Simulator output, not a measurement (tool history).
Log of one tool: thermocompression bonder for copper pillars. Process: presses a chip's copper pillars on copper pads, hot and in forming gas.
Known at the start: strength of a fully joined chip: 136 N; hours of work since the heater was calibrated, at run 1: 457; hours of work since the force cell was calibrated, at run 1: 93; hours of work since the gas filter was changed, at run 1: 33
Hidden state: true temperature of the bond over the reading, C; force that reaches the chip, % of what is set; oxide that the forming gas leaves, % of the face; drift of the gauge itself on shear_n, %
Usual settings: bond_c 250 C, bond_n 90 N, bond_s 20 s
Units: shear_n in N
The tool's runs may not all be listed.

| run | hour | bond_c | bond_n | bond_s | hours of work since the heater was calibrated | hours of work since the force cell was calibrated | hours of work since the gas filter was changed | shear_n |
|---|---|---|---|---|---|---|---|---|
| 1 | 0.0 | 250 | 90 | 20 | 457 | 93 | 33 | 77.4 |
| 2 | 62.3 | 250 | 90 | 30 | 502 | 138 | 78 | 85.9 |
|  | 107.2 | forming gas filter changed |
| 3 | 119.9 | 250 | 90 | 30 | 543 | 180 | 9 | 90.6 |
| 4 | 165.4 | 250 | 90 | 30 | 576 | 213 | 42 | 86.8 |
| 5 | 226.2 | 250 | 90 | 30 | 620 | 257 | 86 | 82.2 |
|  | 258.0 | forming gas filter changed |
| 6 | 282.9 | 222 | 90 | 30 | 661 | 298 | 18 | 63.7 |
|  | 289.3 | force cell calibrated |
| 7 | 333.5 | 222 | 90 | 49 | 697 | 32 | 54 | 70.3 |
| 8 | 374.4 | 250 | 90 | 11 | 726 | 62 | 83 | 60.7 |
| 9 | 406.0 | 250 | 90 | 11 | 749 | 85 | 106 | 59.4 |
|  | 412.1 | forming gas filter changed |
| 10 | 441.3 | 250 | 90 | 11 | 774 | 110 | 21 | 65.0 |
| 11 | 503.6 | 250 | 90 | 20 | 819 | 155 | 66 | 75.1 |
| 12 | 551.9 | 262 | 125 | 41 | 855 | 190 | 101 | 104.2 |
|  | 564.0 | forming gas filter changed |
|  | 569.6 | force cell calibrated, once more |
|  | 597.7 | heater calibrated with a thermocouple chip |
| 13 | 605.6 | 250 | 72 | 17 | 6 | 25 | 28 | 67.5 |
| 14 | 653.9 | 237 | 110 | 15 | 41 | 60 | 63 | 61.2 |
| 15 | 684.0 | 227 | 110 | 16 | 63 | 81 | 84 | 52.0 |
| 16 | 714.6 | 227 | 110 | 16 | 85 | 104 | 107 | 52.9 |
|  | 720.0 | forming gas filter changed |
| 17 | 745.9 | 266 | 119 | 20 | 107 | 126 | 19 | 99.9 |
| 18 | 806.7 | 266 | 119 | 20 | 151 | 170 | 63 | 96.9 |
| 19 | 834.2 | 266 | 119 | 20 | 171 | 190 | 83 | 95.3 |
|  | 872.0 | forming gas filter changed |
| 20 | 885.7 | 250 | 108 | 20 | 208 | 227 | 10 | 85.0 |
| 21 | 926.6 | 224 | 80 | 21 | 238 | 257 | 40 | 51.5 |

Hidden state at the last listed run before each entry between runs and at the first one after, where it differs:
Between runs 2 and 3: forming gas filter changed (hour 107.2)
  true temperature of the bond over the reading, C: 3.2 -> 3.5; force that reaches the chip, % of what is set: 98.4 -> 98.1; oxide that the forming gas leaves, % of the face: 7.98 -> 1.46
  measured less the result without the state, shear_n: -4.3 -> +1.8 N
Between runs 5 and 6: forming gas filter changed (hour 258.0)
  true temperature of the bond over the reading, C: 3.9 -> 4.2; force that reaches the chip, % of what is set: 97.7 -> 97.4; oxide that the forming gas leaves, % of the face: 9.44 -> 2.24
  measured less the result without the state, shear_n: -5.1 -> +2.1 N
Between runs 6 and 7: force cell calibrated (hour 289.3)
  true temperature of the bond over the reading, C: 4.2 -> 4.4; force that reaches the chip, % of what is set: 97.4 -> 95.9; oxide that the forming gas leaves, % of the face: 2.24 -> 6.23
  measured less the result without the state, shear_n: +2.1 -> -1.1 N
Between runs 9 and 10: forming gas filter changed (hour 412.1)
  true temperature of the bond over the reading, C: 4.7 -> 4.8; force that reaches the chip, % of what is set: 95.5 -> 95.4; oxide that the forming gas leaves, % of the face: 11.5 -> 2.83
  measured less the result without the state, shear_n: -4.6 -> +1.2 N
Between runs 12 and 13: forming gas filter changed (hour 564.0); force cell calibrated, once more (hour 569.6); heater calibrated with a thermocouple chip (hour 597.7)
  true temperature of the bond over the reading, C: 5.2 -> 1.6; force that reaches the chip, % of what is set: 94.9 -> 99.1; oxide that the forming gas leaves, % of the face: 11.07 -> 3.32
  measured less the result without the state, shear_n: -10.1 -> -0.8 N
Between runs 16 and 17: forming gas filter changed (hour 720.0)
  true temperature of the bond over the reading, C: 2 -> 2.1; force that reaches the chip, % of what is set: 98.6 -> 98.5; oxide that the forming gas leaves, % of the face: 11.7 -> 2.96
  measured less the result without the state, shear_n: -5.2 -> -1.2 N
Between runs 19 and 20: forming gas filter changed (hour 872.0)
  true temperature of the bond over the reading, C: 2.5 -> 2.7; force that reaches the chip, % of what is set: 98.1 -> 97.8; oxide that the forming gas leaves, % of the face: 9.61 -> 1.63
  measured less the result without the state, shear_n: -8.0 -> +0.9 N
